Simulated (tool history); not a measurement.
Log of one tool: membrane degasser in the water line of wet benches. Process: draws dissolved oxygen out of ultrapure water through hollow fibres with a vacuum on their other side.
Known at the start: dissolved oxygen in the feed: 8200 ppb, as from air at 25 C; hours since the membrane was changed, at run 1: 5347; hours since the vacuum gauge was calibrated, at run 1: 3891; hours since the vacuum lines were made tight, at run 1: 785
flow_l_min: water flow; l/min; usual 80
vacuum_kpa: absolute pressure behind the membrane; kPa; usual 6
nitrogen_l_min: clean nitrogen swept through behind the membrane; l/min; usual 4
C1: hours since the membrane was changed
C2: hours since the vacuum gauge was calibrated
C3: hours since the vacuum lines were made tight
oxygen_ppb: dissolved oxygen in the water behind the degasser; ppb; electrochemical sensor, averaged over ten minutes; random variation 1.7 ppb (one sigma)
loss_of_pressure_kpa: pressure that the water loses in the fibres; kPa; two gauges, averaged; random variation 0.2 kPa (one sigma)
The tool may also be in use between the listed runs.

run 1 hour=0 | flow_l_min=80 vacuum_kpa=6 nitrogen_l_min=4 | C1=5347 C2=3891 C3=785 | oxygen_ppb=164.9 loss_of_pressure_kpa=42.37
run 2 hour=96.4 | flow_l_min=91 vacuum_kpa=6 nitrogen_l_min=4 | C1=5444 C2=3988 C3=881 | oxygen_ppb=213.3 loss_of_pressure_kpa=48.16
run 3 hour=223.4 | flow_l_min=80 vacuum_kpa=4.58 nitrogen_l_min=4 | C1=5571 C2=4115 C3=1008 | oxygen_ppb=107.2 loss_of_pressure_kpa=42.78
-- hour=266.5 vacuum gauge calibrated
run 4 hour=317.5 | flow_l_min=80 vacuum_kpa=4.58 nitrogen_l_min=4 | C1=5664 C2=51 C3=1102 | oxygen_ppb=105.9 loss_of_pressure_kpa=42.61
run 5 hour=450.3 | flow_l_min=80 vacuum_kpa=4.58 nitrogen_l_min=4 | C1=5797 C2=184 C3=1235 | oxygen_ppb=105.4 loss_of_pressure_kpa=42.41
run 6 hour=598.2 | flow_l_min=80 vacuum_kpa=4.58 nitrogen_l_min=4 | C1=5945 C2=332 C3=1383 | oxygen_ppb=103.9 loss_of_pressure_kpa=42.77
run 7 hour=725.8 | flow_l_min=80 vacuum_kpa=6 nitrogen_l_min=4 | C1=6072 C2=459 C3=1510 | oxygen_ppb=165.7 loss_of_pressure_kpa=43.07
run 8 hour=819.3 | flow_l_min=80 vacuum_kpa=6 nitrogen_l_min=5.63 | C1=6166 C2=553 C3=1604 | oxygen_ppb=134.5 loss_of_pressure_kpa=42.81
run 9 hour=908 | flow_l_min=80 vacuum_kpa=6 nitrogen_l_min=5.63 | C1=6255 C2=642 C3=1692 | oxygen_ppb=135.5 loss_of_pressure_kpa=42.78
run 10 hour=1045.7 | flow_l_min=80 vacuum_kpa=8.81 nitrogen_l_min=5.63 | C1=6392 C2=779 C3=1830 | oxygen_ppb=218.6 loss_of_pressure_kpa=43.07
run 11 hour=1149.3 | flow_l_min=80 vacuum_kpa=8.81 nitrogen_l_min=5.63 | C1=6496 C2=883 C3=1934 | oxygen_ppb=221.9 loss_of_pressure_kpa=42.85
run 12 hour=1253.7 | flow_l_min=80 vacuum_kpa=8.81 nitrogen_l_min=5.63 | C1=6600 C2=987 C3=2038 | oxygen_ppb=222.4 loss_of_pressure_kpa=42.38
run 13 hour=1361.8 | flow_l_min=80 vacuum_kpa=4.31 nitrogen_l_min=5.63 | C1=6708 C2=1095 C3=2146 | oxygen_ppb=81.5 loss_of_pressure_kpa=42.98
run 14 hour=1481.6 | flow_l_min=80 vacuum_kpa=4.31 nitrogen_l_min=5.63 | C1=6828 C2=1215 C3=2266 | oxygen_ppb=81.3 loss_of_pressure_kpa=43.22
run 15 hour=1620.1 | flow_l_min=80 vacuum_kpa=6 nitrogen_l_min=3.77 | C1=6967 C2=1354 C3=2405 | oxygen_ppb=173.6 loss_of_pressure_kpa=43.06
run 16 hour=1786.6 | flow_l_min=80 vacuum_kpa=6 nitrogen_l_min=3.77 | C1=7133 C2=1520 C3=2571 | oxygen_ppb=172.4 loss_of_pressure_kpa=43.02
run 17 hour=1940.6 | flow_l_min=117 vacuum_kpa=4.78 nitrogen_l_min=9.55 | C1=7287 C2=1674 C3=2725 | oxygen_ppb=227.5 loss_of_pressure_kpa=63.51
run 18 hour=2089.7 | flow_l_min=117 vacuum_kpa=4.78 nitrogen_l_min=9.55 | C1=7436 C2=1823 C3=2874 | oxygen_ppb=222.5 loss_of_pressure_kpa=63.1
run 19 hour=2192.5 | flow_l_min=57 vacuum_kpa=6.84 nitrogen_l_min=9.55 | C1=7539 C2=1926 C3=2977 | oxygen_ppb=61.1 loss_of_pressure_kpa=30.98
run 20 hour=2337.8 | flow_l_min=68 vacuum_kpa=11.65 nitrogen_l_min=4 | C1=7684 C2=2071 C3=3122 | oxygen_ppb=334.5 loss_of_pressure_kpa=37.13
run 21 hour=2488 | flow_l_min=68 vacuum_kpa=11.65 nitrogen_l_min=8.51 | C1=7835 C2=2222 C3=3272 | oxygen_ppb=178.5 loss_of_pressure_kpa=36.8
run 22 hour=2658.4 | flow_l_min=68 vacuum_kpa=5.07 nitrogen_l_min=8.51 | C1=8005 C2=2392 C3=3443 | oxygen_ppb=56.9 loss_of_pressure_kpa=37
-- hour=2720.9 gauge calibrated
run 23 hour=2737.4 | flow_l_min=78 vacuum_kpa=5.07 nitrogen_l_min=8.51 | C1=8084 C2=2471 C3=3522 | oxygen_ppb=80.9 loss_of_pressure_kpa=41.9
run 24 hour=2884.3 | flow_l_min=118 vacuum_kpa=7.08 nitrogen_l_min=6.83 | C1=8231 C2=2618 C3=3669 | oxygen_ppb=332.4 loss_of_pressure_kpa=62.6
run 25 hour=3042.7 | flow_l_min=80 vacuum_kpa=6 nitrogen_l_min=3.03 | C1=8389 C2=2776 C3=3827 | oxygen_ppb=198.9 loss_of_pressure_kpa=42.72
run 26 hour=3175.7 | flow_l_min=80 vacuum_kpa=6 nitrogen_l_min=3.03 | C1=8522 C2=2909 C3=3960 | oxygen_ppb=200.5 loss_of_pressure_kpa=42.42
run 27 hour=3326.6 | flow_l_min=80 vacuum_kpa=6 nitrogen_l_min=3.03 | C1=8673 C2=3060 C3=4111 | oxygen_ppb=200.7 loss_of_pressure_kpa=42.52
run 28 hour=3474.8 | flow_l_min=60 vacuum_kpa=6 nitrogen_l_min=2.47 | C1=8821 C2=3208 C3=4259 | oxygen_ppb=154.5 loss_of_pressure_kpa=31.93
run 29 hour=3618.1 | flow_l_min=60 vacuum_kpa=6 nitrogen_l_min=2.47 | C1=8965 C2=3352 C3=4403 | oxygen_ppb=156.3 loss_of_pressure_kpa=32.02
run 30 hour=3723.7 | flow_l_min=60 vacuum_kpa=6 nitrogen_l_min=2.47 | C1=9070 C2=3457 C3=4508 | oxygen_ppb=157.4 loss_of_pressure_kpa=32.21
run 31 hour=3814.9 | flow_l_min=60 vacuum_kpa=8.61 nitrogen_l_min=9.38 | C1=9162 C2=3548 C3=4599 | oxygen_ppb=93.4 loss_of_pressure_kpa=32.26
run 32 hour=3894.4 | flow_l_min=60 vacuum_kpa=3.86 nitrogen_l_min=9.38 | C1=9241 C2=3628 C3=4679 | oxygen_ppb=21 loss_of_pressure_kpa=32.36

The same runs without the tool's hidden state, with the same run-to-run variation:
The hidden state here: membrane still open, %; true pressure behind the membrane over the reading, kPa; air that leaks in behind the membrane, l/min; drift of the gauge itself on oxygen_ppb, %; drift of the gauge itself on loss_of_pressure_kpa, %.
run=1 loss_of_pressure_kpa=42.36
run=2 loss_of_pressure_kpa=48.1
run=3 loss_of_pressure_kpa=42.68
run=4 loss_of_pressure_kpa=42.47
run=5 loss_of_pressure_kpa=42.21
run=6 loss_of_pressure_kpa=42.51
run=7 loss_of_pressure_kpa=42.75
run=8 loss_of_pressure_kpa=42.45
run=9 loss_of_pressure_kpa=42.38
run=10 loss_of_pressure_kpa=42.62
run=11 loss_of_pressure_kpa=42.35
run=12 loss_of_pressure_kpa=41.84
run=13 loss_of_pressure_kpa=42.4
run=14 loss_of_pressure_kpa=42.58
run=15 loss_of_pressure_kpa=42.37
run=16 loss_of_pressure_kpa=42.26
run=17 loss_of_pressure_kpa=62.29
run=18 loss_of_pressure_kpa=61.8
run=19 loss_of_pressure_kpa=30.31
run=20 loss_of_pressure_kpa=36.27
run=21 loss_of_pressure_kpa=35.9
run=22 loss_of_pressure_kpa=36.03
run=23 loss_of_pressure_kpa=41.87
run=24 loss_of_pressure_kpa=62.47
run=25 loss_of_pressure_kpa=42.57
run=26 loss_of_pressure_kpa=42.21
run=27 loss_of_pressure_kpa=42.25
run=28 loss_of_pressure_kpa=31.68
run=29 loss_of_pressure_kpa=31.72
run=30 loss_of_pressure_kpa=31.88
run=31 loss_of_pressure_kpa=31.9
run=32 loss_of_pressure_kpa=31.98
oxygen_ppb: within 0.2 ppb of the measured result in every run.
